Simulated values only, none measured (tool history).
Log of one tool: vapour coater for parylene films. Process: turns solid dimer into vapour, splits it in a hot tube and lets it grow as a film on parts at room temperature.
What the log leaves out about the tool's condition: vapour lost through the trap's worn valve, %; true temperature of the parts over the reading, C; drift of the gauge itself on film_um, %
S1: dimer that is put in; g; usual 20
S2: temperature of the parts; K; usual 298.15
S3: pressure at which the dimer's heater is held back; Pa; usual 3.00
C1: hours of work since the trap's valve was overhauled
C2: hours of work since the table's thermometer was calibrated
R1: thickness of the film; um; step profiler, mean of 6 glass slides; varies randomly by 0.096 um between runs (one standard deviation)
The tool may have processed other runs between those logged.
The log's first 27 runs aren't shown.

run,hour,S1,S2,S3,C1,C2,R1
28,713.0,27,298.15,3.38,246,700,21.36
29,734.7,27,298.15,3.38,261,715,21.14
30,757.9,16,301.15,5.07,276,731,10.62
31,794.5,16,301.15,5.07,301,755,10.54
32,811.2,10,298.15,3.00,312,766,7.78
33,828.8,9,293.15,2.15,324,778,9.10
34,864.6,31,298.15,3.08,348,802,24.12
# hour 879.5: trap's valve overhauled
35,899.2,20,298.15,3.05,13,823,16.94
36,929.1,20,293.15,2.63,33,843,21.87
37,967.2,20,293.15,2.53,59,868,21.40
38,991.8,9,300.15,8.91,75,885,6.45
39,1030.0,9,300.15,8.91,101,911,6.31
40,1061.0,20,298.15,5.58,122,931,15.80
41,1081.1,20,291.15,2.11,135,945,21.49
42,1114.2,20,291.15,2.11,158,967,21.27
43,1135.6,11,291.15,8.08,172,982,11.69

What does the tool deliver on the next run?
44,1170.7,29,293.15,4.10,196,1005,?

Run 44 measured R1 29.39 um.
With no hidden state in the tool, this same run would have given R1 31.75 um.
